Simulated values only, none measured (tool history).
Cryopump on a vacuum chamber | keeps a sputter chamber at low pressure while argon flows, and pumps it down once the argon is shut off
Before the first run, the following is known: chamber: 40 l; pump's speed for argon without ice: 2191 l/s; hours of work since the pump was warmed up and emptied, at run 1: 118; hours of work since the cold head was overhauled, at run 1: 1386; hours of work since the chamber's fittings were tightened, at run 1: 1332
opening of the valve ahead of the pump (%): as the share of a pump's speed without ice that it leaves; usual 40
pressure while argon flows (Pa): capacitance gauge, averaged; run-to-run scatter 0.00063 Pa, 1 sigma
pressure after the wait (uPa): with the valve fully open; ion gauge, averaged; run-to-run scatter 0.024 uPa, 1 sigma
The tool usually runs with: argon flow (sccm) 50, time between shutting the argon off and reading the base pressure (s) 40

run	day	argon flow (sccm)	time between shutting the argon off and reading the base pressure (s)	opening of the valve ahead of the pump (%)	hours of work since the pump was warmed up and emptied	hours of work since the cold head was overhauled	hours of work since the chamber's fittings were tightened	pressure while argon flows (Pa)	pressure after the wait (uPa)
1	0.000	50	40	40	118	1386	1332	0.0998	1.00
2	1.642	50	40	30	147	1416	1362	0.1334	1.07
3	3.183	50	40	30	175	1444	1390	0.1345	1.00
4	5.208	50	40	40	212	1481	1427	0.1029	1.01
5	6.321	50	40	40	232	1501	1447	0.1025	1.06
6	7.812	50	101	40	259	1528	1474	0.1042	0.58
7	8.654	50	101	40	274	1543	1489	0.1052	0.63
8	10.442	50	217	40	307	1576	1521	0.1050	0.46
9	11.858	50	217	40	332	1601	1547	0.1063	0.54
10	13.283	50	217	40	358	1627	1573	0.1080	0.49
11	15.079	50	217	40	391	1660	1605	0.1092	0.56
12	16.688	50	217	40	420	1689	1635	0.1093	0.51
13	18.300	50	40	40	449	1718	1664	0.1103	1.11
14	19.742	23	40	40	475	1744	1690	0.0531	1.18
15	20.979	23	40	40	498	1767	1712	0.0521	1.17
16	22.846	23	40	40	531	1800	1746	0.0531	1.13
17	24.833	50	40	40	568	1836	1782	0.1160	1.17
18	26.129	50	40	40	591	1860	1806	0.1190	1.18
# day 27.704: pump warmed up, emptied and cooled again
19	28.108	30	40	40	7	1892	1838	0.0582	1.00
20	29.933	50	102	18	40	1925	1871	0.2165	0.60
21	31.433	25	40	19	68	1952	1898	0.1022	1.04
22	33.292	25	109	33	101	1986	1932	0.0597	0.64
23	34.592	25	109	33	125	2009	1955	0.0605	0.60
24	35.867	50	77	40	148	2032	1978	0.1020	0.71
25	37.421	49	35	27	176	2061	2006	0.1466	1.17
26	39.012	81	34	41	205	2089	2035	0.1634	1.20
27	40.308	81	21	29	228	2113	2059	0.2258	1.68
28	41.350	40	40	40	247	2132	2078	0.0835	1.11
29	43.250	50	25	18	282	2166	2112	0.2229	1.52
30	44.329	81	128	46	301	2186	2132	0.1516	0.65
31	45.504	25	28	46	322	2207	2153	0.0471	1.45
32	47.083	25	169	36	351	2236	2181	0.0587	0.62
33	48.888	49	35	18	384	2268	2214	0.2211	1.27

Predict each of these 5 candidate next runs independently; none follows another, all start after run 33:
A	50.833	50	26	40	419	2304	2249	?	?
B	50.833	50	20	44	419	2304	2249	?	?
C	50.833	30	42	15	419	2304	2249	?	?
D	50.833	50	40	21	419	2304	2249	?	?
E	50.833	29	40	16	419	2304	2249	?	?

run	pressure while argon flows (Pa)	pressure after the wait (uPa)
A	0.1097	1.57
B	0.1011	1.79
C	0.1614	1.14
D	0.1953	1.16
E	0.1480	1.21
Had the tool no hidden state, the same runs would have come out as:
run	pressure while argon flows (Pa)	pressure after the wait (uPa)
A	0.0963	1.23
B	0.0877	1.46
C	0.1533	0.80
D	0.1819	0.81
E	0.1402	0.86
